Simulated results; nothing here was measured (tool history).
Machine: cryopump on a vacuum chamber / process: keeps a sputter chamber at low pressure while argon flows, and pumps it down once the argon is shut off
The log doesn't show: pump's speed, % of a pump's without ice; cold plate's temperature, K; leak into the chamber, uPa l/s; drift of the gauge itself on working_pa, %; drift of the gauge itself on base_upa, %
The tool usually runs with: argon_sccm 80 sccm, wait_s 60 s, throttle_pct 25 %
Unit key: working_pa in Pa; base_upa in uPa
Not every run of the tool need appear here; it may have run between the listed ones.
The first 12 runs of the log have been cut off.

| run | hour | argon_sccm | wait_s | throttle_pct | hours of work since the pump was warmed up and emptied | hours of work since the cold head was overhauled | hours of work since the chamber's fittings were tightened | working_pa | base_upa |
|---|---|---|---|---|---|---|---|---|---|
| 13 | 198.7 | 80 | 60 | 25 | 161 | 970 | 426 | 0.4973 | 1.97 |
| 14 | 216.1 | 80 | 60 | 27 | 176 | 985 | 442 | 0.4654 | 2.03 |
| 15 | 226.7 | 80 | 60 | 25 | 186 | 995 | 451 | 0.4999 | 2.01 |
| 16 | 243.3 | 62 | 60 | 25 | 200 | 1009 | 466 | 0.3898 | 1.99 |
| 17 | 264.7 | 62 | 60 | 25 | 220 | 1029 | 485 | 0.3907 | 2.00 |
| 18 | 276.0 | 89 | 48 | 21 | 230 | 1039 | 495 | 0.6628 | 2.28 |
| 19 | 291.6 | 133 | 128 | 25 | 244 | 1053 | 509 | 0.8389 | 1.28 |
| 20 | 310.0 | 96 | 45 | 47 | 260 | 1069 | 526 | 0.3306 | 2.55 |
| 21 | 326.7 | 80 | 45 | 31 | 275 | 1084 | 541 | 0.4104 | 2.49 |
| 22 | 340.2 | 80 | 22 | 21 | 287 | 1096 | 553 | 0.5969 | 4.54 |
| 23 | 359.0 | 51 | 63 | 25 | 304 | 1113 | 569 | 0.3221 | 2.02 |
| 24 | 370.4 | 51 | 63 | 25 | 314 | 1123 | 580 | 0.3238 | 2.02 |
| 25 | 386.2 | 51 | 63 | 36 | 328 | 1137 | 594 | 0.2278 | 2.07 |
| 26 | 401.0 | 51 | 216 | 36 | 342 | 1151 | 607 | 0.2320 | 1.15 |
| 27 | 415.6 | 41 | 59 | 25 | 355 | 1164 | 620 | 0.2595 | 2.16 |
| 28 | 433.1 | 41 | 59 | 25 | 370 | 1179 | 636 | 0.2619 | 2.17 |
| 29 | 454.2 | 86 | 22 | 38 | 389 | 1198 | 655 | 0.3704 | 4.56 |
| 30 | 474.1 | 86 | 22 | 38 | 407 | 1216 | 672 | 0.3725 | 4.59 |
| 31 | 491.5 | 87 | 66 | 26 | 422 | 1232 | 688 | 0.5428 | 2.10 |
| 32 | 510.7 | 63 | 34 | 25 | 440 | 1249 | 705 | 0.4067 | 3.21 |
| 33 | 520.8 | 63 | 34 | 25 | 449 | 1258 | 714 | 0.4082 | 3.36 |
| 34 | 531.0 | 63 | 34 | 25 | 458 | 1267 | 723 | 0.4054 | 3.38 |

Consider 4 possible next runs. They are alternatives, not a sequence: every one starts from the tool as it was left by run 34. What does each give?
| A | 542.4 | 63 | 34 | 51 | 468 | 1277 | 733 | ? | ? |
| B | 542.4 | 63 | 47 | 25 | 468 | 1277 | 733 | ? | ? |
| C | 542.4 | 111 | 153 | 21 | 468 | 1277 | 733 | ? | ? |
| D | 542.4 | 63 | 57 | 52 | 468 | 1277 | 733 | ? | ? |

| run | working_pa | base_upa |
|---|---|---|
| A | 0.2111 | 3.27 |
| B | 0.4082 | 2.56 |
| C | 0.8513 | 1.42 |
| D | 0.2093 | 2.36 |
Stripped of hidden state, with their random variation kept, the same runs would have yielded:
| run | working_pa | base_upa |
|---|---|---|
| A | 0.1871 | 2.68 |
| B | 0.3841 | 1.99 |
| C | 0.8087 | 0.82 |
| D | 0.1852 | 1.77 |
